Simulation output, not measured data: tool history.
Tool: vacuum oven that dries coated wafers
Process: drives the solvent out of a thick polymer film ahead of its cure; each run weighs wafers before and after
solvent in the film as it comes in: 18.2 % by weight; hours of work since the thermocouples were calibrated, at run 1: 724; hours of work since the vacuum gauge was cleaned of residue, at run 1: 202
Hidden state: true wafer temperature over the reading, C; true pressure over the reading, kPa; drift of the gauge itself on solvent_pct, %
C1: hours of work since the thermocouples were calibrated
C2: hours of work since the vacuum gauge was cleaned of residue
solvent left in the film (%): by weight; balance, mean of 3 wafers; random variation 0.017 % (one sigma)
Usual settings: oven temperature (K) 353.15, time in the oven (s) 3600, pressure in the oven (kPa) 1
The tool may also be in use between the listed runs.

Run 1, hour 0: usual settings; C1 724; C2 202. Result: solvent left in the film (%) 0.94.
Run 2, hour 9.5: usual settings; C1 730; C2 209. Result: solvent left in the film (%) 0.91.
Run 3, hour 18.7: usual settings; C1 737; C2 215. Result: solvent left in the film (%) 0.9.
Run 4, hour 25.3: usual settings but pressure in the oven (kPa) 1.15; C1 742; C2 220. Result: solvent left in the film (%) 1.
Run 5, hour 36.5: usual settings but pressure in the oven (kPa) 1.03; C1 749; C2 228. Result: solvent left in the film (%) 0.92.
Run 6, hour 47.4: usual settings but pressure in the oven (kPa) 1.03; C1 757; C2 236. Result: solvent left in the film (%) 0.92.
Run 7, hour 59.1: usual settings but time in the oven (s) 5820, pressure in the oven (kPa) 1.03; C1 765; C2 244. Result: solvent left in the film (%) 0.65.
Run 8, hour 65.8: usual settings but time in the oven (s) 5820, pressure in the oven (kPa) 1.03; C1 770; C2 249. Result: solvent left in the film (%) 0.64.
Run 9, hour 79.7: usual settings but time in the oven (s) 5820, pressure in the oven (kPa) 1.03; C1 780; C2 259. Result: solvent left in the film (%) 0.65.
Run 10, hour 91.2: usual settings but oven temperature (K) 343.15; C1 788; C2 267. Result: solvent left in the film (%) 3.45.
Run 11, hour 104.7: usual settings but oven temperature (K) 343.15; C1 798; C2 276. Result: solvent left in the film (%) 3.43.
Run 12, hour 112.7: usual settings; C1 803; C2 282. Result: solvent left in the film (%) 0.91.
Run 13, hour 125.8: usual settings but time in the oven (s) 3060; C1 813; C2 291. Result: solvent left in the film (%) 1.14.
Run 14, hour 138.6: usual settings; C1 822; C2 300. Result: solvent left in the film (%) 0.93.
Run 15, hour 150.9: usual settings; C1 830; C2 309. Result: solvent left in the film (%) 0.92.
Run 16, hour 160.9: usual settings; C1 838; C2 316. Result: solvent left in the film (%) 0.92.
Run 17, hour 169: usual settings; C1 843; C2 322. Result: solvent left in the film (%) 0.87.
Run 18, hour 178.1: usual settings; C1 850; C2 328. Result: solvent left in the film (%) 0.9.
Run 19, hour 190.5: usual settings; C1 858; C2 337. Result: solvent left in the film (%) 0.91.
Run 20, hour 201.6: usual settings; C1 866; C2 345. Result: solvent left in the film (%) 0.93.
Run 21, hour 216.6: usual settings; C1 877; C2 356. Result: solvent left in the film (%) 0.92.
Run 22, hour 227.4: usual settings; C1 885; C2 363. Result: solvent left in the film (%) 0.9.
Run 23, hour 242.3: usual settings; C1 895; C2 374. Result: solvent left in the film (%) 0.89.
Run 24, hour 250.5: usual settings but pressure in the oven (kPa) 2.25; C1 901; C2 380. Result: solvent left in the film (%) 1.6.
Run 25, hour 262.1: usual settings but pressure in the oven (kPa) 2.25; C1 909; C2 388. Result: solvent left in the film (%) 1.56.
Run 26, hour 270.1: usual settings but pressure in the oven (kPa) 2.25; C1 915; C2 393. Result: solvent left in the film (%) 1.6.
Run 27, hour 281.9: usual settings but time in the oven (s) 5460; C1 923; C2 402. Result: solvent left in the film (%) 0.63.
Run 28, hour 288.2: usual settings but oven temperature (K) 366.15; C1 928; C2 406. Result: solvent left in the film (%) 0.39.
Run 29, hour 295.2: usual settings but oven temperature (K) 366.15; C1 933; C2 411. Result: solvent left in the film (%) 0.38.
Run 30, hour 308.7: usual settings but oven temperature (K) 365.15, time in the oven (s) 2880, pressure in the oven (kPa) 1.65; C1 942; C2 421. Result: solvent left in the film (%) 0.59.
Run 31, hour 320.7: usual settings but oven temperature (K) 355.15; C1 951; C2 429. Result: solvent left in the film (%) 0.71.
Run 32, hour 329: usual settings but oven temperature (K) 355.15; C1 957; C2 435. Result: solvent left in the film (%) 0.71.
Run 33, hour 341.5: usual settings but oven temperature (K) 355.15, time in the oven (s) 2880, pressure in the oven (kPa) 3.59; C1 965; C2 444. Result: solvent left in the film (%) 2.21.
Run 34, hour 352.8: usual settings but oven temperature (K) 341.15, time in the oven (s) 5220, pressure in the oven (kPa) 1.02; C1 973; C2 452. Result: solvent left in the film (%) 2.64.
Run 35, hour 368: usual settings but oven temperature (K) 359.15, pressure in the oven (kPa) 3.02; C1 984; C2 463. Result: solvent left in the film (%) 1.41.
Run 36, hour 375.2: usual settings but oven temperature (K) 344.15, pressure in the oven (kPa) 3.02; C1 989; C2 468. Result: solvent left in the film (%) 4.36.
Run 37, hour 385.1: usual settings but oven temperature (K) 342.15, time in the oven (s) 3300, pressure in the oven (kPa) 0.54; C1 996; C2 475. Result: solvent left in the film (%) 3.84.
Run 38, hour 398.4: usual settings but oven temperature (K) 342.15, time in the oven (s) 1860, pressure in the oven (kPa) 2.55; C1 1006; C2 484. Result: solvent left in the film (%) 7.86.
Run 39, hour 406.4: usual settings but oven temperature (K) 358.15, time in the oven (s) 5280, pressure in the oven (kPa) 0.75; C1 1011; C2 490. Result: solvent left in the film (%) 0.36.
Run 40, hour 419.9: usual settings but oven temperature (K) 343.15, pressure in the oven (kPa) 0.5; C1 1021; C2 499. Result: solvent left in the film (%) 2.94.
Run 41, hour 432.6: usual settings but oven temperature (K) 338.15, pressure in the oven (kPa) 0.52; C1 1030; C2 508. Result: solvent left in the film (%) 5.11.
Run 42, hour 439.8: usual settings but oven temperature (K) 345.15; C1 1035; C2 514. Result: solvent left in the film (%) 2.63.
Run 43, hour 450.6: usual settings but oven temperature (K) 367.15, time in the oven (s) 4440, pressure in the oven (kPa) 0.58; C1 1043; C2 521. Result: solvent left in the film (%) 0.24.
Run 44, hour 457.5: usual settings but oven temperature (K) 364.15, time in the oven (s) 4260, pressure in the oven (kPa) 1.12; C1 1047; C2 526. Result: solvent left in the film (%) 0.44.
Run 45, hour 469.7: usual settings but oven temperature (K) 360.15, time in the oven (s) 4800, pressure in the oven (kPa) 1.33; C1 1056; C2 535. Result: solvent left in the film (%) 0.62.
Run 46, hour 484.8: usual settings but oven temperature (K) 347.15, time in the oven (s) 2160, pressure in the oven (kPa) 1.36; C1 1067; C2 545. Result: solvent left in the film (%) 4.18.

Measured less the same run without the tool's hidden state. The same run-to-run variation is in both; the gauge's scatter may not be:
run  solvent left in the film (%)
  1                         -0.17
  2                         -0.16
  3                         -0.17
  4                         -0.18
  5                         -0.17
  6                         -0.17
  7                         -0.04
  8                         -0.04
  9                         -0.04
 10                         -0.57
 11                         -0.58
 12                         -0.18
 13                         -0.25
 14                         -0.18
 15                         -0.18
 16                         -0.17
 17                         -0.18
 18                         -0.18
 19                         -0.18
 20                         -0.18
 21                         -0.18
 22                         -0.18
 23                         -0.18
 24                         -0.23
 25                         -0.23
 26                         -0.22
 27                         -0.04
 28                         +0.01
 29                            +0
 30                         -0.02
 31                         -0.12
 32                         -0.12
 33                         -0.31
 34                         -0.58
 35                         -0.09
 36                         -0.69
 37                         -0.75
 38                         -0.79
 39                         +0.01
 40                          -0.7
 41                         -0.83
 42                         -0.63
 43                         +0.02
 44                            +0
 45                         -0.01
 46                         -0.79
